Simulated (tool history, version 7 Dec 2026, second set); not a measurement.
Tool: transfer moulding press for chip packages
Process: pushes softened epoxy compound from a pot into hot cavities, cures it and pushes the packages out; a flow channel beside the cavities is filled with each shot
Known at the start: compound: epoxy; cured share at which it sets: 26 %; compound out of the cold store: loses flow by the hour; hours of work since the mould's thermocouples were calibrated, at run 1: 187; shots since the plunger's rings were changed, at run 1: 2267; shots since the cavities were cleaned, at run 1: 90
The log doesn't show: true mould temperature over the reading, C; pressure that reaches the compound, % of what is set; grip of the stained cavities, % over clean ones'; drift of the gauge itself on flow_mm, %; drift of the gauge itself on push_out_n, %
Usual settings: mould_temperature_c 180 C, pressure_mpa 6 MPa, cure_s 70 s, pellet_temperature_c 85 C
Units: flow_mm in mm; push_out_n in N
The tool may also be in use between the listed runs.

run	hour	mould_temperature_c	pressure_mpa	cure_s	pellet_temperature_c	hours of work since the mould's thermocouples were calibrated	shots since the plunger's rings were changed	shots since the cavities were cleaned	incoming compound's hours out of the cold store	flow_mm	push_out_n
1	0	180	6	70	85	187	2267	90	38	536	411
2	7.3	180	5.15	70	85	192	2400	223	13.6	577	466
3	11.8	180	5.15	70	85	196	2483	306	38.3	495	428
4	20.5	180	6	98	85	202	2641	464	26.8	572	327
5	27.4	180	6	98	85	208	2768	591	33	555	357
6	35.1	180	6	98	85	214	2907	730	40	515	367
# hour 41.4: plunger's sealing rings changed
7	43.4	180	6	98	85	218	38	837	19.1	631	379
8	47.6	180	6	98	85	221	114	913	33	577	367
# hour 49.7: cavities cleaned with cleaning compound and waxed
9	54.5	180	6	70	85	226	213	88	37.9	546	400
10	59.1	180	6	70	85	229	297	172	18.2	631	434
11	65.5	180	6	70	85	234	414	289	24.5	599	453
12	74.5	180	6	70	85	241	578	453	18	635	479
13	78.5	180	6	70	85	244	651	526	47.9	515	457
14	87.2	180	6	70	85	251	810	685	8.2	668	527
# hour 89.8: mould's thermocouples calibrated
15	98	180	6	70	85	6	970	845	25.5	598	512
# hour 103.7: cavities cleaned with cleaning compound and waxed
16	104.9	180	4.75	60	76	10	1070	22	32.6	505	531
17	113.5	187	4.75	60	76	17	1226	178	42.7	463	386
18	120.4	187	5.93	60	76	22	1352	304	11	638	438
19	127.1	187	5.93	52	88	28	1475	427	35.5	533	575
# hour 129.7: mould's thermocouples calibrated, once more
20	135.7	187	5.93	52	84	5	1595	547	38.7	528	594
21	143.7	180	6.82	93	85	11	1741	693	26.9	622	361
22	152.7	180	6.82	93	85	18	1904	856	19.1	649	390
# hour 158: cavities cleaned with cleaning compound and waxed
23	161	185	6.82	93	85	23	2029	55	18.5	644	271
24	169.5	180	6	56	78	30	2184	210	40.3	523	681
25	176.6	183	6	56	81	35	2314	340	15.8	613	653
26	181.8	180	6.08	70	85	39	2409	435	23.4	590	480
27	187.7	180	6.08	92	85	44	2517	543	12.2	640	350
28	196.3	180	6	70	90	50	2674	700	23.3	584	501
29	204.7	180	5.92	105	80	57	2827	853	39	519	358

Forecast each of these 3 alternatives for the next run:
# hour 209.9: cavities cleaned with cleaning compound and waxed
# hour 216.7: plunger's sealing rings changed
A	217	182	6	70	88	63	6	85	21.7	?	?
# hour 209.9: cavities cleaned with cleaning compound and waxed
# hour 216.7: plunger's sealing rings changed
B	217	181	6.82	89	80	63	6	85	12.3	?	?
# hour 209.9: cavities cleaned with cleaning compound and waxed
# hour 216.7: plunger's sealing rings changed
C	217	180	6	70	91	63	6	85	46.2	?	?

run	flow_mm	push_out_n
A	610	363
B	699	308
C	527	379
Without the tool's hidden state the same runs would have given:
run	flow_mm	push_out_n
A	611	348
B	700	292
C	529	364

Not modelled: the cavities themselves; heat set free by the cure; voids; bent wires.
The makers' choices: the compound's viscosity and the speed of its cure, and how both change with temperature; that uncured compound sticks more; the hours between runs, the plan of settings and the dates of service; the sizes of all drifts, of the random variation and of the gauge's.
